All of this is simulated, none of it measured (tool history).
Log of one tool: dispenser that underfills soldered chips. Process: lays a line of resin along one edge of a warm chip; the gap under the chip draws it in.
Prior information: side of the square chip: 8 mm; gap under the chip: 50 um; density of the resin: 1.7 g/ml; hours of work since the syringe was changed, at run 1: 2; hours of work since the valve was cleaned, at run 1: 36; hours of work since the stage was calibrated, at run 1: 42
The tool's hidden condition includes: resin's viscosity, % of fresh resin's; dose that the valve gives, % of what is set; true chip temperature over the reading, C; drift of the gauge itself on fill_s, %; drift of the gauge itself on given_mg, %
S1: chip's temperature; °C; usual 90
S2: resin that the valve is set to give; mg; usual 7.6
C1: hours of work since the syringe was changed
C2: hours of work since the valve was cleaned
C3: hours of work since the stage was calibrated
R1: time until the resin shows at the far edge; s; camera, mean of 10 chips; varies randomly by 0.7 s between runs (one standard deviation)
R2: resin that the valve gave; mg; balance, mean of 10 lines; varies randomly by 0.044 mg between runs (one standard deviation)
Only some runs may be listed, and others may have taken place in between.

{"run": 1, "hour": 0.0, "S1": 90, "S2": 7.6, "C1": 2, "C2": 36, "C3": 42, "R1": 74, "R2": 7.47}
{"run": 2, "hour": 3.4, "S1": 90, "S2": 7.6, "C1": 4, "C2": 38, "C3": 44, "R1": 84.7, "R2": 7.33}
{"run": 3, "hour": 7.2, "S1": 90, "S2": 7.6, "C1": 7, "C2": 41, "C3": 46, "R1": 97.4, "R2": 7.43}
{"run": 4, "hour": 14.1, "S1": 90, "S2": 7.6, "C1": 11, "C2": 45, "C3": 51, "R1": 129.5, "R2": 7.27}
{"hour": 15.2, "done": "new syringe of resin"}
{"run": 5, "hour": 20.7, "S1": 90, "S2": 7.6, "C1": 3, "C2": 49, "C3": 54, "R1": 79.1, "R2": 7.24}
{"run": 6, "hour": 27.1, "S1": 90, "S2": 7.6, "C1": 7, "C2": 53, "C3": 58, "R1": 104, "R2": 7.25}
{"hour": 34.2, "done": "new syringe of resin"}
{"run": 7, "hour": 34.7, "S1": 90, "S2": 7.6, "C1": 0, "C2": 57, "C3": 63, "R1": 66.3, "R2": 7.21}
{"run": 8, "hour": 40.8, "S1": 90, "S2": 7.6, "C1": 4, "C2": 61, "C3": 67, "R1": 85.5, "R2": 7.26}
{"run": 9, "hour": 45.7, "S1": 90, "S2": 7.6, "C1": 7, "C2": 64, "C3": 69, "R1": 104.4, "R2": 7.26}
{"run": 10, "hour": 51.9, "S1": 103, "S2": 7.6, "C1": 11, "C2": 68, "C3": 73, "R1": 89.2, "R2": 7.25}
{"hour": 53.2, "done": "new syringe of resin"}
{"run": 11, "hour": 56.5, "S1": 90, "S2": 7.6, "C1": 2, "C2": 70, "C3": 76, "R1": 75.1, "R2": 7.1}
{"run": 12, "hour": 62.4, "S1": 90, "S2": 7.6, "C1": 6, "C2": 74, "C3": 80, "R1": 96.4, "R2": 7.23}
{"run": 13, "hour": 69.3, "S1": 90, "S2": 7.6, "C1": 10, "C2": 78, "C3": 84, "R1": 127.4, "R2": 7.22}
{"hour": 72.5, "done": "new syringe of resin"}
{"run": 14, "hour": 73.2, "S1": 90, "S2": 7.6, "C1": 0, "C2": 80, "C3": 86, "R1": 67, "R2": 7.14}
{"run": 15, "hour": 77.7, "S1": 105, "S2": 7.89, "C1": 3, "C2": 83, "C3": 89, "R1": 49.8, "R2": 7.41}
{"run": 16, "hour": 84.4, "S1": 103, "S2": 7.45, "C1": 7, "C2": 87, "C3": 93, "R1": 70.1, "R2": 6.89}
{"hour": 91.6, "done": "new syringe of resin"}
{"run": 17, "hour": 92.0, "S1": 103, "S2": 7.45, "C1": 0, "C2": 92, "C3": 97, "R1": 43.9, "R2": 6.99}
{"run": 18, "hour": 97.2, "S1": 77, "S2": 7.69, "C1": 3, "C2": 95, "C3": 101, "R1": 128.1, "R2": 7.13}
{"run": 19, "hour": 102.0, "S1": 86, "S2": 9.04, "C1": 6, "C2": 98, "C3": 103, "R1": 110.6, "R2": 8.43}
{"run": 20, "hour": 107.8, "S1": 92, "S2": 8.07, "C1": 10, "C2": 101, "C3": 107, "R1": 115.7, "R2": 7.46}
{"hour": 110.7, "done": "new syringe of resin"}
{"run": 21, "hour": 113.3, "S1": 79, "S2": 8.86, "C1": 2, "C2": 105, "C3": 110, "R1": 101.9, "R2": 8.17}
{"run": 22, "hour": 117.0, "S1": 90, "S2": 8.21, "C1": 4, "C2": 107, "C3": 112, "R1": 82.1, "R2": 7.51}
{"run": 23, "hour": 121.7, "S1": 84, "S2": 7.45, "C1": 7, "C2": 110, "C3": 115, "R1": 126.4, "R2": 6.8}
{"run": 24, "hour": 127.0, "S1": 86, "S2": 6.66, "C1": 10, "C2": 113, "C3": 119, "R1": 154.1, "R2": 6.08}
{"hour": 129.7, "done": "new syringe of resin"}
{"run": 25, "hour": 132.6, "S1": 89, "S2": 8.84, "C1": 2, "C2": 116, "C3": 122, "R1": 72.4, "R2": 8.06}
{"run": 26, "hour": 138.7, "S1": 89, "S2": 8.84, "C1": 5, "C2": 120, "C3": 125, "R1": 95.8, "R2": 7.97}
{"run": 27, "hour": 142.1, "S1": 90, "S2": 8.57, "C1": 8, "C2": 122, "C3": 128, "R1": 106.4, "R2": 7.73}

What differs in the tool's unlogged condition from the final listed run ahead of each entry between runs to the first listed run following it?
After run 4, before run 5: new syringe of resin (hour 15.2)
  resin's viscosity, % of fresh resin's: 202.6 -> 123.2; dose that the valve gives, % of what is set: 96.5 -> 96.23; true chip temperature over the reading, C: -0.34 -> -0.37
  measured less the result without the state, R1: +66.7 -> +16.2 s; R2: -0.26 -> -0.29 mg
After run 6, before run 7: new syringe of resin (hour 34.2)
  resin's viscosity, % of fresh resin's: 159.4 -> 102.7; dose that the valve gives, % of what is set: 95.94 -> 95.59; true chip temperature over the reading, C: -0.39 -> -0.42
  measured less the result without the state, R1: +40.1 -> +3.3 s; R2: -0.31 -> -0.33 mg
After run 10, before run 11: new syringe of resin (hour 53.2)
  resin's viscosity, % of fresh resin's: 204.6 -> 115.5; dose that the valve gives, % of what is set: 94.82 -> 94.62; true chip temperature over the reading, C: -0.49 -> -0.51
  measured less the result without the state, R1: +46.6 -> +12.1 s; R2: -0.4 -> -0.42 mg
After run 13, before run 14: new syringe of resin (hour 72.5)
  resin's viscosity, % of fresh resin's: 192.6 -> 103.5; dose that the valve gives, % of what is set: 94.03 -> 93.86; true chip temperature over the reading, C: -0.55 -> -0.57
  measured less the result without the state, R1: +63.5 -> +4.5 s; R2: -0.46 -> -0.46 mg
After run 16, before run 17: new syringe of resin (hour 91.6)
  resin's viscosity, % of fresh resin's: 162 -> 100.8; dose that the valve gives, % of what is set: 93.34 -> 93; true chip temperature over the reading, C: -0.61 -> -0.64
  measured less the result without the state, R1: +28.4 -> +2.1 s; R2: -0.5 -> -0.53 mg
After run 20, before run 21: new syringe of resin (hour 110.7)
  resin's viscosity, % of fresh resin's: 189 -> 110.7; dose that the valve gives, % of what is set: 92.28 -> 92.04; true chip temperature over the reading, C: -0.71 -> -0.73
  measured less the result without the state, R1: +56.9 -> +13.1 s; R2: -0.63 -> -0.7 mg
After run 24, before run 25: new syringe of resin (hour 129.7)
  resin's viscosity, % of fresh resin's: 191.1 -> 111.8; dose that the valve gives, % of what is set: 91.41 -> 91.2; true chip temperature over the reading, C: -0.78 -> -0.8
  measured less the result without the state, R1: +78.6 -> +10.1 s; R2: -0.57 -> -0.78 mg
